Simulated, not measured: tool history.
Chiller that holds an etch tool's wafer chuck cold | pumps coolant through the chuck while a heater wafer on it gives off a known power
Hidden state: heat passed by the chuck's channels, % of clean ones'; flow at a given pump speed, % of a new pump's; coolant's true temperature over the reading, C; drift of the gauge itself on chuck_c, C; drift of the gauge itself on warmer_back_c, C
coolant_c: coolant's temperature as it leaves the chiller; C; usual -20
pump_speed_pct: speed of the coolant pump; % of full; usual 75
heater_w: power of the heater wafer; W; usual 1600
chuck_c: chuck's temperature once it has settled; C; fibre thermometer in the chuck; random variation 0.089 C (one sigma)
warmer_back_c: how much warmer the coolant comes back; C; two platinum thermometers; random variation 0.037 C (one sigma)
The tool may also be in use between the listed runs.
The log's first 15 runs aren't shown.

run    hour  coolant_c  pump_speed_pct  heater_w  hours since the coolant was changed and the channels were flushed  hours since the pump was overhauled  hours since the chiller's thermometer was calibrated  chuck_c  warmer_back_c
 16   515.9        -20              88      1600                                                               4846                                 1077                                                   313    -9.38           6.05
 17   563.5        -20              88      1600                                                               4893                                 1125                                                   360     -9.4           6.07
 18   614.9        -11              67      1669                                                               4945                                 1176                                                   412      2.6           8.32
 19   636.9        -11              67      1669                                                               4967                                 1198                                                   434      2.6           8.25
 20     671        -20              81      1600                                                               5001                                 1232                                                   468    -8.64           6.58
 21     720        -20              69      1600                                                               5050                                 1281                                                   517    -7.22            7.6
 22   742.3        -29              95      2092                                                               5072                                 1304                                                   539   -15.63           7.32
 23   786.9        -11              95      1637                                                               5117                                 1348                                                   584    -0.62           5.77
 24   826.5        -25              89      1627                                                               5156                                 1388                                                   623   -14.06           6.05
 25   876.4        -22              75       889                                                               5206                                 1438                                                   673   -15.51           3.93
 26   915.2        -29              94      1703                                                               5245                                 1477                                                   712   -18.23           6.06
 27   963.9        -29              94      1703                                                               5294                                 1525                                                   761   -18.08           6.07
 28     991        -15              94      1600                                                               5321                                 1552                                                   788    -4.74           5.68
 29  1014.2        -16              95      1388                                                               5344                                 1576                                                   811    -7.33           4.85
 30  1060.7        -16              95      1388                                                               5390                                 1622                                                   858    -7.21           4.82
 31  1085.5        -16              95      1388                                                               5415                                 1647                                                   882     -7.2           4.93
 32  1108.1        -16              95      1388                                                               5438                                 1670                                                   905    -7.28           4.83
 33  1141.5        -20              64      1600                                                               5471                                 1703                                                   938    -6.67           8.29

Forecast each of these 3 alternatives for the next run:
  A  1184.1        -20              75      1600                                                               5514                                 1746                                                   981        ?              ?
  B  1184.1        -30              68      1734                                                               5514                                 1746                                                   981        ?              ?
  C  1184.1        -20              78      1263                                                               5514                                 1746                                                   981        ?              ?

run  chuck_c  warmer_back_c
  A    -8.09           7.03
  B   -15.94           8.35
  C   -10.78           5.35
Without the tool's hidden state the same runs would have given:
run  chuck_c  warmer_back_c
  A    -8.11           7.03
  B   -15.97           8.35
  C   -10.79           5.35
